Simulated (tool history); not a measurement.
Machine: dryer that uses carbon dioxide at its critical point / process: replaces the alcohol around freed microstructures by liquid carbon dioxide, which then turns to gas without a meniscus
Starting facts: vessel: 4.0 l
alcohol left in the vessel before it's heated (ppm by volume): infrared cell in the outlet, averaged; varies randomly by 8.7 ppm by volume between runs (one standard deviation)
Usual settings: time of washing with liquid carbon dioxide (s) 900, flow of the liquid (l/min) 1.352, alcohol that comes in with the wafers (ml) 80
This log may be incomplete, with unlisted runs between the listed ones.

run	hour	time of washing with liquid carbon dioxide (s)	flow of the liquid (l/min)	alcohol that comes in with the wafers (ml)	alcohol left in the vessel before it's heated (ppm by volume)
1	0.0	900	1.352	80	699
2	15.5	840	1.352	80	847
3	31.6	840	1.352	80	874
4	58.5	840	1.352	80	882
5	86.2	840	1.352	80	908
6	105.0	840	1.352	80	928
7	131.9	840	1.352	80	934
8	151.2	900	1.352	79	747
9	171.7	900	1.352	79	767
10	193.0	900	1.352	95	914
11	208.0	900	1.352	95	917
12	222.8	900	1.352	95	939
13	234.5	900	1.352	95	921
14	256.8	900	1.352	95	926
15	281.5	900	1.352	95	965
16	295.1	900	1.352	95	945
17	313.6	1380	2.200	22	157
18	334.2	660	1.500	80	1461
19	356.6	900	0.990	80	1940
20	381.4	780	1.352	80	1306
21	398.2	780	1.352	80	1236
22	416.1	1380	1.710	80	200
23	428.0	900	1.760	40	314
24	451.0	1020	1.450	58	431
25	472.3	900	1.370	99	1051
26	495.3	720	1.370	99	1880

Run 27 is up next; what results do you expect?
27	509.3	660	1.352	46	?

{"run 27": {"alcohol left in the vessel before it's heated (ppm by volume)": 1217}}
On a tool with no hidden condition, and with the same random variation, this run would have come out at alcohol left in the vessel before it's heated (ppm by volume) 741.
